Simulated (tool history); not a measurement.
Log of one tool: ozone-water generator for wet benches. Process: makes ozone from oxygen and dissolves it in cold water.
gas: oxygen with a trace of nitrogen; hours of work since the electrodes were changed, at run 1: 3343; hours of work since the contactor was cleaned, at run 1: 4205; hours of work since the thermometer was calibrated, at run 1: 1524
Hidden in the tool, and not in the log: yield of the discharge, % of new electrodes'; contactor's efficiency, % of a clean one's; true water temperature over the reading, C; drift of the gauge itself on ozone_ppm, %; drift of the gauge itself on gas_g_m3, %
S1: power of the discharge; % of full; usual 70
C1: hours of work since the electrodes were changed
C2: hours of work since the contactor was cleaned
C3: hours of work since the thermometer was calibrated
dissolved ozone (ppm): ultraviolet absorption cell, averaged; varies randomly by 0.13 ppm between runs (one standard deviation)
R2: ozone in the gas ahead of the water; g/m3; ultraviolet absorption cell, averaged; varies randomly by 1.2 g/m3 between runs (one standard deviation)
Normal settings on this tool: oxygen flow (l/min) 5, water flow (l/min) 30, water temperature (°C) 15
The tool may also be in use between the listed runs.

Run 1, hour 0: usual settings; C1 3343; C2 4205; C3 1524. Result: dissolved ozone (ppm) 13.3, R2 213.3 g/m3.
Run 2, hour 96.8: usual settings but S1 42 % of full; C1 3425; C2 4286; C3 1605. Result: dissolved ozone (ppm) 8.8, R2 144.8 g/m3.
Run 3, hour 212.3: usual settings but S1 42 % of full; C1 3521; C2 4383; C3 1702. Result: dissolved ozone (ppm) 8.8, R2 144 g/m3.
Run 4, hour 272.2: usual settings but S1 42 % of full, water temperature (°C) 20; C1 3571; C2 4433; C3 1752. Result: dissolved ozone (ppm) 8.4, R2 144.4 g/m3.
Run 5, hour 348.9: usual settings; C1 3636; C2 4497; C3 1816. Result: dissolved ozone (ppm) 13.2, R2 212.2 g/m3.
Run 6, hour 413.3: usual settings but oxygen flow (l/min) 4.12, water temperature (°C) 18; C1 3690; C2 4551; C3 1870. Result: dissolved ozone (ppm) 12.1, R2 228.5 g/m3.
Run 7, hour 504.6: usual settings but oxygen flow (l/min) 4.12, water flow (l/min) 43, water temperature (°C) 7; C1 3766; C2 4628; C3 1947. Result: dissolved ozone (ppm) 9, R2 226.8 g/m3.
At hour 536.5: contactor cleaned.
Run 8, hour 626: usual settings but oxygen flow (l/min) 4.12, water flow (l/min) 43, water temperature (°C) 7; C1 3864; C2 75; C3 2045. Result: dissolved ozone (ppm) 9.5, R2 230.8 g/m3.

Estimate the outcome of run 9 from the log above:
Run 9, hour 689.1: usual settings but oxygen flow (l/min) 4.12, water flow (l/min) 43, water temperature (°C) 7; C1 3917; C2 128; C3 2098. Result: dissolved ozone (ppm) ?, R2 ?.

Run 9 yielded dissolved ozone (ppm) 9.5, R2 230.3 g/m3.
If the tool had no hidden condition, the same run with the same run-to-run variation would have returned dissolved ozone (ppm) 10.2, R2 246.5 g/m3.

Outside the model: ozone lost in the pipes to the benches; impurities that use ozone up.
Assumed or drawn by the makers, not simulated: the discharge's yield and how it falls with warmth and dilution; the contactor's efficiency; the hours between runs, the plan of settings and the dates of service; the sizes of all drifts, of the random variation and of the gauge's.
